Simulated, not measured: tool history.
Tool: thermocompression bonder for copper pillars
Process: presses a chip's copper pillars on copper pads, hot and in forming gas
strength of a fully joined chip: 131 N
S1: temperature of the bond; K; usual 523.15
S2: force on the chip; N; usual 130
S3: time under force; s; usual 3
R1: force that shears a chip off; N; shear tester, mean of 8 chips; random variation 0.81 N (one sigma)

Run 1, hour 0.0: usual settings. Result: R1 63.4 N.
Run 2, hour 7.1: usual settings. Result: R1 60.7 N.
Run 3, hour 14.3: usual settings but S1 539.15 K. Result: R1 78.3 N.
Run 4, hour 23.4: usual settings but S1 530.15 K. Result: R1 71.5 N.
Run 5, hour 32.1: usual settings. Result: R1 62.3 N.
Run 6, hour 39.9: usual settings. Result: R1 60.3 N.
Run 7, hour 44.3: usual settings. Result: R1 61.9 N.
Run 8, hour 51.4: usual settings. Result: R1 61.2 N.
Run 9, hour 56.3: usual settings but S3 7 s. Result: R1 81.1 N.
Run 10, hour 61.9: usual settings but S1 502.15 K, S3 7 s. Result: R1 57.1 N.
Run 11, hour 67.2: usual settings but S1 511.15 K, S3 7 s. Result: R1 66.2 N.
Run 12, hour 71.5: usual settings but S1 511.15 K, S3 7 s. Result: R1 68.5 N.
Run 13, hour 80.8: usual settings but S1 515.15 K, S2 131 N. Result: R1 52.7 N.
Run 14, hour 86.0: usual settings but S1 515.15 K, S2 131 N. Result: R1 53.0 N.

Hidden state or all else? Some run-to-run changes of R1, split into what the settings, what came in and random variation would give without the hidden state, and what is left for the hidden state (with any gauge scatter that isn't in both results):
The hidden state here: true temperature of the bond over the reading, C; force that reaches the chip, % of what is set; oxide that the forming gas leaves, % of the face; drift of the gauge itself on shear_n, %.
Run 8 -> 9: S3 3 -> 7. R1 +19.9 N: hidden state -0.6, all else +20.5.
Run 9 -> 10: S1 523.15 -> 502.15. R1 -24.0 N: hidden state +0.5, all else -24.5.

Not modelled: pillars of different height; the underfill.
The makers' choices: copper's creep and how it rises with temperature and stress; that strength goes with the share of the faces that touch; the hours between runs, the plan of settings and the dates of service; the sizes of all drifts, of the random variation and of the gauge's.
